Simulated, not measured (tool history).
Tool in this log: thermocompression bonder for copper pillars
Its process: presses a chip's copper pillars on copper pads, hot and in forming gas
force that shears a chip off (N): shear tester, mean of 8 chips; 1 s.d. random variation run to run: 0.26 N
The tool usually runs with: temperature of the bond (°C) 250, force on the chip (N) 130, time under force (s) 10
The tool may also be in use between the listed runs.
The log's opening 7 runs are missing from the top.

| run | day | temperature of the bond (°C) | force on the chip (N) | time under force (s) | hours of work since the heater was calibrated | hours of work since the force cell was calibrated | hours of work since the gas filter was changed | force that shears a chip off (N) |
|---|---|---|---|---|---|---|---|---|
| 8 | 2.45 | 250 | 130 | 25 | 174 | 109 | 197 | 94.9 |
| 9 | 2.633 | 250 | 130 | 25 | 177 | 112 | 200 | 94.7 |
| 10 | 2.971 | 250 | 130 | 25 | 182 | 117 | 205 | 95.1 |
| 11 | 3.35 | 250 | 130 | 10 | 187 | 123 | 210 | 79 |
| 12 | 3.746 | 250 | 130 | 10 | 193 | 128 | 216 | 78.5 |
| 13 | 4.138 | 251 | 130 | 10 | 199 | 134 | 222 | 78.6 |
| 14 | 4.388 | 251 | 130 | 10 | 203 | 138 | 226 | 79.2 |
| 15 | 4.746 | 251 | 130 | 10 | 208 | 143 | 231 | 79.3 |
|  | 4.796 | forming gas filter changed |
| 16 | 5.104 | 251 | 130 | 10 | 213 | 148 | 4 | 84.5 |
| 17 | 5.304 | 251 | 130 | 10 | 216 | 151 | 7 | 84.6 |
| 18 | 5.492 | 251 | 130 | 10 | 218 | 154 | 10 | 84.9 |
| 19 | 5.842 | 251 | 130 | 10 | 224 | 159 | 15 | 84.7 |
| 20 | 6.138 | 251 | 192 | 10 | 228 | 163 | 20 | 96.5 |

Run 21, settings as shown, results not yet in. Your forecast:
| 21 | 6.346 | 247 | 192 | 10 | 231 | 166 | 23 | ? |

force that shears a chip off (N): 93.8
With the hidden condition absent and the run-to-run variation left alone, this run would have shown force that shears a chip off (N) 93.8.

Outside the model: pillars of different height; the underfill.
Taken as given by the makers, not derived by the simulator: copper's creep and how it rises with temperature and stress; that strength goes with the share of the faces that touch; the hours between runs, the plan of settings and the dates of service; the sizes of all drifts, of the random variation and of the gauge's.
